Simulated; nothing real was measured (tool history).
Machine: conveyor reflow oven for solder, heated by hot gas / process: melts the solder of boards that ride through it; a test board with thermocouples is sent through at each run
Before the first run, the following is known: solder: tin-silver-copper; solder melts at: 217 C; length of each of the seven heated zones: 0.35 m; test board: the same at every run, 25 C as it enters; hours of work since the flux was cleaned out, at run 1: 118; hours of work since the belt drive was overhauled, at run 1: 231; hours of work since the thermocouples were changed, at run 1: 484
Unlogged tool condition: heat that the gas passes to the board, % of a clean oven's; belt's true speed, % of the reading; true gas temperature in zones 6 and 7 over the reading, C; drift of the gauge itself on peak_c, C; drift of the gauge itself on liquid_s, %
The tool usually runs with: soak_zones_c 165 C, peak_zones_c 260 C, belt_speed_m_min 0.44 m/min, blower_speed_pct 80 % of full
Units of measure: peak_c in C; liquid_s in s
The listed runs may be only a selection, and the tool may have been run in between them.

run,day,soak_zones_c,peak_zones_c,belt_speed_m_min,blower_speed_pct,hours of work since the flux was cleaned out,hours of work since the belt drive was overhauled,hours of work since the thermocouples were changed,peak_c,liquid_s
1,0,165,260,0.44,80,118,231,484,241.4,55.2
2,1.767,165,260,0.36,80,144,257,510,247.1,79.1
3,4.012,165,260,0.36,80,177,290,543,246.6,78.3
4,5.325,165,260,0.36,80,196,309,562,247.3,78.5
5,7.146,165,260,0.44,80,222,335,588,240.9,51.6
6,8.783,165,260,0.44,80,246,359,612,240.1,51.8
7,10.567,165,260,0.44,59,272,385,638,232.9,40.4
8,12.317,165,260,0.44,80,298,411,664,239.1,51.7
9,13.775,165,260,0.44,80,319,432,685,239.1,50.7
# day 14.079: belt drive overhauled, speed set with a stopwatch
10,16.346,165,260,0.44,80,354,33,720,238.7,51.2
# day 17.946: flux residue cleaned out of gas plates and filters
11,18.433,165,260,0.44,80,7,61,748,243.7,57.2
12,20.762,165,260,0.44,80,41,95,782,243.2,57.5
13,22.879,165,260,0.44,88,72,126,813,244.6,61.1
14,24.917,165,260,0.44,80,102,155,843,242.4,57.7
# day 25.833: thermocouples of zones 6 and 7 changed
# day 26.904: belt drive overhauled, speed set with a stopwatch, once more
15,27.342,173,251,0.397,71,134,6,20,236.2,57.2
16,28.508,157,260,0.44,60,151,23,37,232.7,37.5
17,30.954,157,260,0.44,60,186,59,72,232.9,37.1
18,32.504,157,260,0.44,60,209,82,95,231.7,35.8
19,33.975,166,265,0.408,52,231,103,117,239.1,52.5
20,36.008,165,260,0.426,52,260,133,146,232.2,38.8
21,38.092,165,260,0.426,52,291,164,177,232.1,38.6
22,40.654,164,264,0.369,84,328,201,214,249.2,78.2
23,42.654,167,264,0.369,59,358,230,244,243.2,69
# day 44.162: flux residue cleaned out of gas plates and filters
24,45.25,165,273,0.44,77,16,265,278,253,68.6
25,47.512,151,269,0.44,60,49,298,311,240.3,47
26,49.133,161,269,0.44,70,73,322,335,246.7,59.8
27,51.662,177,260,0.502,80,110,359,372,240.2,49.6

Forecast run 28:
28,53.067,158,260,0.463,80,130,379,393,?,?

{"run 28": {"peak_c": 238.5, "liquid_s": 46.2}}
On a tool with no hidden condition, and with the same random variation, this run would have come out at peak_c 239.6 C, liquid_s 48.1 s.
